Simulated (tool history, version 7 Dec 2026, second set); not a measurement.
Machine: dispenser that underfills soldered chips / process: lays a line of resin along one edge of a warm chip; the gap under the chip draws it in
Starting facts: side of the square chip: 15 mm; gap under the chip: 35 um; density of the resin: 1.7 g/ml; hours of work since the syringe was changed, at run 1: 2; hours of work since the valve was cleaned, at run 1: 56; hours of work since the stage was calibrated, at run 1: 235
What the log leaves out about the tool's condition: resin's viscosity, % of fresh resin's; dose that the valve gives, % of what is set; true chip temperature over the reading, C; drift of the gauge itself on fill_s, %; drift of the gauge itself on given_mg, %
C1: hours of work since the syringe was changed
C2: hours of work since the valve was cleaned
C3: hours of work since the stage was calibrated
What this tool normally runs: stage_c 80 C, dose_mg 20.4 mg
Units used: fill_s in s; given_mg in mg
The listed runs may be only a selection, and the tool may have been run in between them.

Run 1, hour 0: usual settings; C1 2; C2 56; C3 235. Result: fill_s 438.4 s, given_mg 19.16 mg.
At hour 8.3: new syringe of resin.
Run 2, hour 13: usual settings; C1 3; C2 65; C3 244. Result: fill_s 478.3 s, given_mg 19.27 mg.
Run 3, hour 18.4: usual settings; C1 7; C2 68; C3 247. Result: fill_s 535.6 s, given_mg 19 mg.
At hour 19.6: new syringe of resin.
Run 4, hour 26.1: usual settings; C1 5; C2 74; C3 252. Result: fill_s 487.7 s, given_mg 18.94 mg.
At hour 31: new syringe of resin.
Run 5, hour 36.3: usual settings; C1 4; C2 80; C3 259. Result: fill_s 467.2 s, given_mg 18.72 mg.
At hour 38.1: dispensing valve cleaned and set on the balance.
At hour 43.2: new syringe of resin.
Run 6, hour 44.5: usual settings but stage_c 82 C; C1 1; C2 4; C3 264. Result: fill_s 403.3 s, given_mg 20.2 mg.
At hour 55: new syringe of resin.
Run 7, hour 57.1: usual settings but stage_c 82 C; C1 1; C2 13; C3 273. Result: fill_s 414.4 s, given_mg 20.2 mg.
Run 8, hour 62.6: usual settings but stage_c 82 C; C1 5; C2 17; C3 276. Result: fill_s 471.4 s, given_mg 20.23 mg.
At hour 66.5: new syringe of resin.
Run 9, hour 69: usual settings but stage_c 82 C; C1 2; C2 21; C3 281. Result: fill_s 422 s, given_mg 19.99 mg.

The next listed run, before its measurement:
At hour 77.6: new syringe of resin.
Run 10, hour 80.8: usual settings but stage_c 79 C, dose_mg 19.3 mg; C1 2; C2 29; C3 289. Result: fill_s ?, given_mg ?.

Run 10 came out at fill_s 477.4 s, given_mg 18.87 mg.
Had the tool carried no hidden state, the very same run would have given fill_s 413.3 s, given_mg 19.46 mg.

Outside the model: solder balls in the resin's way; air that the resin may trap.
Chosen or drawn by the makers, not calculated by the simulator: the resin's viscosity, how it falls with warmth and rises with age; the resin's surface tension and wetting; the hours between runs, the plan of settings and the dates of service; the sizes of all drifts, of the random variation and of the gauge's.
